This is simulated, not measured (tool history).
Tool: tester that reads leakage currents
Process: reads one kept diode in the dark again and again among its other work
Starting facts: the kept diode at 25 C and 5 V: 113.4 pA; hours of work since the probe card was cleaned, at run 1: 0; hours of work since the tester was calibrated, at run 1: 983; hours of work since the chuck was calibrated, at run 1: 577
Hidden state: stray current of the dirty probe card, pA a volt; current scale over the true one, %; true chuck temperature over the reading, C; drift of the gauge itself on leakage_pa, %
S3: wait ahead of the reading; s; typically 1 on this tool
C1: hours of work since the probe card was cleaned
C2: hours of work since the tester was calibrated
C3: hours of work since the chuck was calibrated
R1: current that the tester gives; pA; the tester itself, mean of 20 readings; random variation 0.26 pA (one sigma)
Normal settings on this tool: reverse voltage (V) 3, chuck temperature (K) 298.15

Run 1, day 0: usual settings; C1 0; C2 983; C3 577. Result: R1 78.79 pA.
Run 2, day 2.167: usual settings; C1 24; C2 1008; C3 601. Result: R1 78.37 pA.
Run 3, day 3.746: usual settings; C1 42; C2 1025; C3 619. Result: R1 78.86 pA.
Run 4, day 5.929: usual settings; C1 66; C2 1050; C3 643. Result: R1 78.42 pA.
Run 5, day 7.029: usual settings but chuck temperature (K) 295.15; C1 79; C2 1062; C3 656. Result: R1 62.5 pA.
Run 6, day 9.475: usual settings but chuck temperature (K) 295.15; C1 106; C2 1089; C3 683. Result: R1 61.99 pA.
Run 7, day 10.575: usual settings but chuck temperature (K) 295.15; C1 118; C2 1102; C3 695. Result: R1 62.39 pA.
Run 8, day 11.958: usual settings but chuck temperature (K) 295.15; C1 134; C2 1117; C3 711. Result: R1 62.25 pA.
Run 9, day 13.638: usual settings; C1 153; C2 1136; C3 730. Result: R1 77.88 pA.
Run 10, day 16.171: usual settings; C1 181; C2 1164; C3 758. Result: R1 77.79 pA.
Run 11, day 17.654: usual settings; C1 198; C2 1181; C3 775. Result: R1 77.76 pA.
Run 12, day 18.875: usual settings; C1 211; C2 1195; C3 788. Result: R1 77.49 pA.
Run 13, day 20.275: usual settings; C1 227; C2 1210; C3 804. Result: R1 77.5 pA.
Run 14, day 21.871: usual settings; C1 245; C2 1228; C3 822. Result: R1 77.59 pA.
Run 15, day 24.054: usual settings; C1 269; C2 1253; C3 846. Result: R1 77.27 pA.
Run 16, day 25.346: usual settings but chuck temperature (K) 302.15, S3 0.37 s; C1 284; C2 1267; C3 861. Result: R1 105.01 pA.
Run 17, day 27.012: usual settings but chuck temperature (K) 302.15, S3 0.37 s; C1 303; C2 1286; C3 880. Result: R1 104.63 pA.
Run 18, day 28.229: usual settings but chuck temperature (K) 296.15; C1 316; C2 1299; C3 893. Result: R1 66.48 pA.
Run 19, day 29.362: usual settings but chuck temperature (K) 296.15; C1 329; C2 1312; C3 906. Result: R1 66.23 pA.
Run 20, day 30.85: usual settings but reverse voltage (V) 9.18, chuck temperature (K) 309.15; C1 346; C2 1329; C3 923. Result: R1 325.37 pA.
Run 21, day 33.325: usual settings but reverse voltage (V) 3.37, chuck temperature (K) 309.15, S3 4.2 s; C1 373; C2 1357; C3 950. Result: R1 180.78 pA.
Run 22, day 34.7: usual settings but reverse voltage (V) 3.37, chuck temperature (K) 309.15, S3 4.2 s; C1 389; C2 1372; C3 966. Result: R1 179.73 pA.
Run 23, day 35.725: usual settings but reverse voltage (V) 3.37, chuck temperature (K) 309.15, S3 4.2 s; C1 400; C2 1383; C3 977. Result: R1 180.49 pA.
Run 24, day 37.238: usual settings but reverse voltage (V) 3.37, chuck temperature (K) 309.15, S3 4.2 s; C1 417; C2 1400; C3 994. Result: R1 178.94 pA.
Run 25, day 38.562: usual settings but reverse voltage (V) 2.01, chuck temperature (K) 309.15, S3 2.98 s; C1 432; C2 1415; C3 1009. Result: R1 132.92 pA.
Run 26, day 40.542: usual settings but reverse voltage (V) 2.01, chuck temperature (K) 313.15, S3 3.71 s; C1 454; C2 1437; C3 1031. Result: R1 175.44 pA.
Run 27, day 42.358: usual settings but reverse voltage (V) 2.01, chuck temperature (K) 313.15, S3 3.71 s; C1 474; C2 1458; C3 1051. Result: R1 174.2 pA.
Run 28, day 43.521: usual settings but reverse voltage (V) 18.48, S3 5.92 s; C1 487; C2 1471; C3 1064. Result: R1 223.52 pA.
Run 29, day 45.271: usual settings but reverse voltage (V) 18.48, S3 5.92 s; C1 507; C2 1490; C3 1084. Result: R1 224.56 pA.
Run 30, day 47.729: usual settings but reverse voltage (V) 8.77, chuck temperature (K) 299.15; C1 535; C2 1518; C3 1112. Result: R1 155.67 pA.

Here are 4 independent what-if runs from the current tool condition. What would each one return?
Run A, day 48.975: usual settings but chuck temperature (K) 303.15, S3 2.09 s; C1 549; C2 1532; C3 1126. Result: R1 ?.
Run B, day 48.975: usual settings but reverse voltage (V) 8.77, chuck temperature (K) 315.15; C1 549; C2 1532; C3 1126. Result: R1 ?.
Run C, day 48.975: usual settings but reverse voltage (V) 1.67, chuck temperature (K) 299.15, S3 4.49 s; C1 549; C2 1532; C3 1126. Result: R1 ?.
Run D, day 48.975: usual settings but reverse voltage (V) 19.11, chuck temperature (K) 303.15, S3 1.56 s; C1 549; C2 1532; C3 1126. Result: R1 ?.

run      R1
  A  107.98
  B  467.55
  C   57.04
  D     325
The same runs, with their run-to-run variation unchanged, on a tool lacking any hidden condition would have given:
run      R1
  A  123.41
  B  533.85
  C   65.35
  D  357.39
